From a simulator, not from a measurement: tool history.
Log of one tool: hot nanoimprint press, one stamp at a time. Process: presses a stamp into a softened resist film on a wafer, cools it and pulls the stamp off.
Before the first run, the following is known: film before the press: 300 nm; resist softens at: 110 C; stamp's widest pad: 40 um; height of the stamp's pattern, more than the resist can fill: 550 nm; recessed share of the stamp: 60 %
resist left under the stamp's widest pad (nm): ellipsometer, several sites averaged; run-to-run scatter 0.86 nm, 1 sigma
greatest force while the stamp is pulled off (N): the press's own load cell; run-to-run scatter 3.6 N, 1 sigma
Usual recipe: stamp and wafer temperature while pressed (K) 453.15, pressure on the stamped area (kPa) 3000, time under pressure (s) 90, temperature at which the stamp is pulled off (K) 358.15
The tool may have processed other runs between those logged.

| run | hour | stamp and wafer temperature while pressed (K) | pressure on the stamped area (kPa) | time under pressure (s) | temperature at which the stamp is pulled off (K) | resist left under the stamp's widest pad (nm) | greatest force while the stamp is pulled off (N) |
|---|---|---|---|---|---|---|---|
| 1 | 0 | 453.15 | 3000 | 90 | 358.15 | 131.7 | 197 |
| 2 | 8.3 | 453.15 | 3000 | 90 | 358.15 | 130.9 | 201 |
| 3 | 16.8 | 453.15 | 3000 | 90 | 358.15 | 131.5 | 206 |
| 4 | 23.5 | 453.15 | 3000 | 90 | 358.15 | 129.6 | 197 |
| 5 | 38 | 453.15 | 3000 | 90 | 358.15 | 130.9 | 198 |
| 6 | 50.2 | 453.15 | 3000 | 90 | 358.15 | 133 | 208 |
| 7 | 59.2 | 453.15 | 2600 | 90 | 358.15 | 141.9 | 199 |
| 8 | 69.2 | 453.15 | 2600 | 90 | 358.15 | 140.6 | 210 |
| 9 | 75.7 | 453.15 | 2600 | 90 | 358.15 | 139.6 | 208 |
| 10 | 91.2 | 453.15 | 3000 | 90 | 365.15 | 128.3 | 181 |
| 11 | 99.5 | 453.15 | 3000 | 90 | 365.15 | 127.8 | 186 |
| 12 | 109.8 | 453.15 | 3000 | 81 | 358.15 | 134.7 | 202 |
| 13 | 119.6 | 453.15 | 3270 | 90 | 358.15 | 122.5 | 208 |
| 14 | 128.2 | 456.15 | 3000 | 90 | 358.15 | 112.1 | 216 |
| 15 | 137.6 | 453.15 | 3000 | 131 | 358.15 | 111.3 | 202 |
| 16 | 147.1 | 441.15 | 2780 | 131 | 358.15 | 205.9 | 210 |
| 17 | 163.8 | 441.15 | 2780 | 131 | 358.15 | 215.6 | 210 |
| 18 | 175.4 | 461.15 | 3760 | 57 | 364.15 | 96.7 | 193 |
| 19 | 191.1 | 445.15 | 3000 | 90 | 348.15 | 193.3 | 245 |
| 20 | 200.9 | 455.15 | 3000 | 77 | 348.15 | 130.3 | 245 |
| 21 | 214.4 | 455.15 | 3000 | 77 | 348.15 | 129.4 | 249 |
| 22 | 221.9 | 442.15 | 3390 | 65 | 344.15 | 228.6 | 266 |
| 23 | 228.6 | 452.15 | 2790 | 63 | 355.15 | 165.9 | 241 |
| 24 | 241.4 | 452.15 | 2790 | 63 | 355.15 | 165 | 226 |
| 25 | 256.6 | 455.15 | 4340 | 52 | 359.15 | 126.6 | 227 |
| 26 | 271.2 | 453.15 | 3000 | 57 | 353.15 | 157.8 | 241 |
| 27 | 284.1 | 448.15 | 4320 | 122 | 348.15 | 132.6 | 254 |
| 28 | 298 | 448.15 | 4180 | 65 | 352.15 | 165.7 | 242 |
| 29 | 309.5 | 448.15 | 4180 | 65 | 352.15 | 165.3 | 243 |
| 30 | 317 | 448.15 | 4180 | 65 | 352.15 | 165.1 | 251 |

Removed from this log: 2 entries logged between the listed runs. Between which two listed runs does each belong, and how does the tool's hidden state at the listed run before it compare with that at the listed run after it?
After run 9, before run 10: plate thermocouple calibrated (hour 79.7)
  true temperature over the reading, C: 0.61 -> 0.99; pressure that arrives at the usual setting, %: 98.65 -> 98.61; grip of the stamp's worn release coat, % over a new coat's: 17.5 -> 18.2
  measured result minus the result with no hidden state, resist left under the stamp's widest pad (nm): -3.4 -> -5.5; greatest force while the stamp is pulled off (N): +30 -> +25
After run 16, before run 17: plate thermocouple calibrated, once more (hour 155.1)
  true temperature over the reading, C: 1.04 -> 0.07; pressure that arrives at the usual setting, %: 98.43 -> 98.39; grip of the stamp's worn release coat, % over a new coat's: 21.5 -> 22.3
  measured result minus the result with no hidden state, resist left under the stamp's widest pad (nm): -7.8 -> +0.4; greatest force while the stamp is pulled off (N): +35 -> +38

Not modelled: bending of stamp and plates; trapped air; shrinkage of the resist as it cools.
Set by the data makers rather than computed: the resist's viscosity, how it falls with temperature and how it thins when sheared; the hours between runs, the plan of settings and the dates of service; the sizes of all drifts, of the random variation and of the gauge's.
